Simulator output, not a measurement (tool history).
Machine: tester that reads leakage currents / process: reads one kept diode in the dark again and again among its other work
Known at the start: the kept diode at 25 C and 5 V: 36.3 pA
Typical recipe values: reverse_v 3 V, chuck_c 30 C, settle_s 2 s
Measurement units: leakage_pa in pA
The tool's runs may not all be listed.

run,day,reverse_v,chuck_c,settle_s,leakage_pa
1,0,3,30,2,45.5
2,4.504,3,30,2,45.5
3,12.871,3,30,3.57,46.24
4,16.958,3,30,3.57,46.5
5,26.354,3,30,3.57,46.93
6,33.633,13.77,30,3.57,117.05
7,38.196,13.77,30,3.57,117.18
8,47.871,13.77,30,3.57,119.89
9,54.829,2.74,30,2,47.17
10,60.858,2.74,30,2,47.13
11,67.675,3,30,2,50.64
12,76.075,7.72,30,2,90.01
13,84.25,7.72,30,2,91.46
14,89.804,7.72,30,2,92.41
# day 91.671: chuck's temperature calibrated
15,99.788,3,30,4.33,47.58
# day 103.962: probe card cleaned and baked
16,105.508,3,25,1.66,28.35
17,111.362,3,25,1.66,28.61
18,120.783,3.35,28,2,40.76
19,124.892,3.35,28,2,41.05
20,129.775,8.11,30,7.3,82
21,137.008,3,30,1.01,47.7
22,141.933,3,30,1.01,47.86
23,147.996,11.03,36,1.01,173.48
24,155.042,1.42,22,2,15.35
25,163.55,1.42,22,2,15.52
26,169.042,7.98,24,6.97,53.05
27,173.496,3,46,1.36,190.81
28,180.15,3,29,5.26,45.86
29,188.175,1.16,35,7.94,44.67

Pick out some run-to-run changes in leakage_pa. Of each, how much would a tool without hidden state show as well, from the settings, what came in and chance, and how much is left for the hidden state and any gauge scatter not in both results compared?
The tool's hidden condition here consists of: stray current of the dirty probe card, pA a volt; current scale over the true one, %; true chuck temperature over the reading, C; drift of the gauge itself on leakage_pa, %.
Run 14 -> 15: reverse_v 7.72 -> 3, settle_s 2 -> 4.33, chuck's temperature calibrated. leakage_pa -44.83 pA: hidden state -12.54, all else -32.29.
Run 23 -> 24: reverse_v 11.03 -> 1.42, chuck_c 36 -> 22, settle_s 1.01 -> 2. leakage_pa -158.13 pA: hidden state -11.32, all else -146.81.
Run 27 -> 28: chuck_c 46 -> 29, settle_s 1.36 -> 5.26. leakage_pa -144.95 pA: hidden state -7.73, all else -137.22.
